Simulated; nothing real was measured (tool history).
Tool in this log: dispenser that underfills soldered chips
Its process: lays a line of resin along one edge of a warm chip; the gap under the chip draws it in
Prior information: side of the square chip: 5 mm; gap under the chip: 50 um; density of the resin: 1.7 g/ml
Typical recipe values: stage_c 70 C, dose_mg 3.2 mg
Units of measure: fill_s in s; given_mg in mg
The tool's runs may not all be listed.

run   hour  stage_c  dose_mg  fill_s  given_mg
  1      0       70      3.2    18.9      3.12
       1.5  -- new syringe of resin
  2    5.5       70      3.2    16.3      3.14
       9.1  -- new syringe of resin
  3    9.8       70      3.2    13.2      3.12
  4   15.8       70      3.2      19      3.07
      16.7  -- new syringe of resin
  5   22.4       70      3.2    17.7      3.07
      24.5  -- new syringe of resin
  6   27.2       70      3.2    15.2      3.08
      32.2  -- new syringe of resin
  7   34.2       70      3.2    15.1      3.07
      40.1  -- dispensing valve cleaned and set on the balance
        41  -- new syringe of resin
  8   42.2       70      3.2    15.1      3.18
  9   46.6       70      3.2    18.1      3.21
      48.6  -- new syringe of resin
 10   51.2       70      3.2    15.5      3.17
      56.6  -- new syringe of resin
 11   58.4       70      3.2    15.1      3.19
      64.4  -- new syringe of resin
 12   65.5       70     2.96    14.5      2.92
 13   69.4       70      3.2    17.2      3.18
      72.3  -- new syringe of resin
 14   74.8       70     3.89    15.7      3.86
 15   78.8       70      3.2    18.3      3.17
      79.9  -- new syringe of resin
 16   83.8       70      3.2    17.1      3.12
      87.8  -- new syringe of resin
 17   90.1       70      3.2    15.4      3.19
      95.5  -- new syringe of resin
 18   97.5       70      3.2    15.3      3.12
     103.1  -- new syringe of resin
 19  103.2       64      3.4      19       3.3
 20  110.1       64      3.4    25.8      3.28
     110.9  -- new syringe of resin
 21  117.1       64      3.4    25.1      3.28
     118.9  -- new syringe of resin
 22  122.4       56     2.75    35.6      2.66
     126.6  -- new syringe of resin
 23    127       77     2.91     9.9      2.81
 24  133.4       75     3.32    15.6      3.21
     134.2  -- new syringe of resin
 25  136.8       75      4.2      12      4.01
 26  140.6       69     3.09    20.6         3
       142  -- new syringe of resin
 27  144.8       69     3.09      17         3
     149.1  -- dispensing valve cleaned and set on the balance
 28  149.2       69     3.09    19.4      3.07
       151  -- new syringe of resin
 29  154.2       69     3.09    16.8      3.09
 30  157.8       69     3.09    20.2      3.08
     158.7  -- new syringe of resin
 31  161.6       69     3.09    16.9      3.07
     166.2  -- new syringe of resin
 32    169       69     3.09    16.8      3.08
 33  172.9       69     3.09    20.2      3.08
       174  -- new syringe of resin
 34  179.8       61      3.2    29.4      3.17

5 ways to go on from here, each from the tool as it stands after run 34. What would each give?
     181.7  -- new syringe of resin
  A  183.6       55     3.48       ?         ?
     181.7  -- new syringe of resin
  B  183.6       80      3.2       ?         ?
     181.7  -- new syringe of resin
  C  183.6       73     2.98       ?         ?
     181.7  -- new syringe of resin
  D  183.6       73      3.2       ?         ?
     181.7  -- new syringe of resin
  E  183.6       74     3.22       ?         ?

run  fill_s  given_mg
  A    34.3      3.43
  B     9.3      3.16
  C    13.2      2.91
  D    13.9      3.12
  E    12.1      3.15
Take away the tool's hidden state, keep each run's random variation, and the runs would have read:
run  fill_s  given_mg
  A    27.7      3.47
  B     7.6      3.19
  C    10.7      2.95
  D    11.4      3.16
  E     9.7      3.19
